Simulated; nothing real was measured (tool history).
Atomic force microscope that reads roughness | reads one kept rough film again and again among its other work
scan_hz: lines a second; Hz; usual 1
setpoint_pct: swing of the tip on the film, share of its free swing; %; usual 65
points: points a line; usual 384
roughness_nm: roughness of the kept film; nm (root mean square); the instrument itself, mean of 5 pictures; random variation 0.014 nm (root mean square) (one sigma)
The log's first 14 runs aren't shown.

run,hour,scan_hz,setpoint_pct,points,pictures with this tip,hours of work since the height scale was calibrated,roughness_nm
15,406.4,1,65,384,211,562,2.819
16,440.6,0.77,89,407,263,583,2.637
# hour 467: new tip fitted
17,467,1,65,795,0,598,3.264
18,496.9,1.46,65,795,45,616,3.14
19,522.2,0.51,65,314,84,632,3.105
20,543.3,1.27,65,384,116,644,2.965
21,567,2.85,65,830,152,659,2.868
22,607.5,1.41,63,705,213,683,2.839
23,631.1,2.35,72,624,249,697,2.665
# hour 667.3: new tip fitted
24,670.8,1.43,89,465,5,721,3.034
25,691.8,1,65,314,37,734,3.185
26,725.7,0.57,64,314,88,754,3.082
27,757.4,0.57,64,314,136,773,2.999
28,795.6,0.52,64,314,194,796,2.895
29,832.4,2.52,69,520,250,819,2.654
# hour 869.1: new tip fitted
30,869.5,2.52,69,520,0,841,3.112

Forecast each of these 5 alternatives for the next run:
A,893,1.29,69,499,36,855,?
B,893,1.22,59,369,36,855,?
C,893,1,71,749,36,855,?
D,893,2.56,69,592,36,855,?
E,893,1,70,697,36,855,?

run,roughness_nm
A,3.128
B,3.169
C,3.17
D,3.056
E,3.127
Without the tool's hidden state the same runs would have given:
run,roughness_nm
A,3.211
B,3.252
C,3.253
D,3.137
E,3.21

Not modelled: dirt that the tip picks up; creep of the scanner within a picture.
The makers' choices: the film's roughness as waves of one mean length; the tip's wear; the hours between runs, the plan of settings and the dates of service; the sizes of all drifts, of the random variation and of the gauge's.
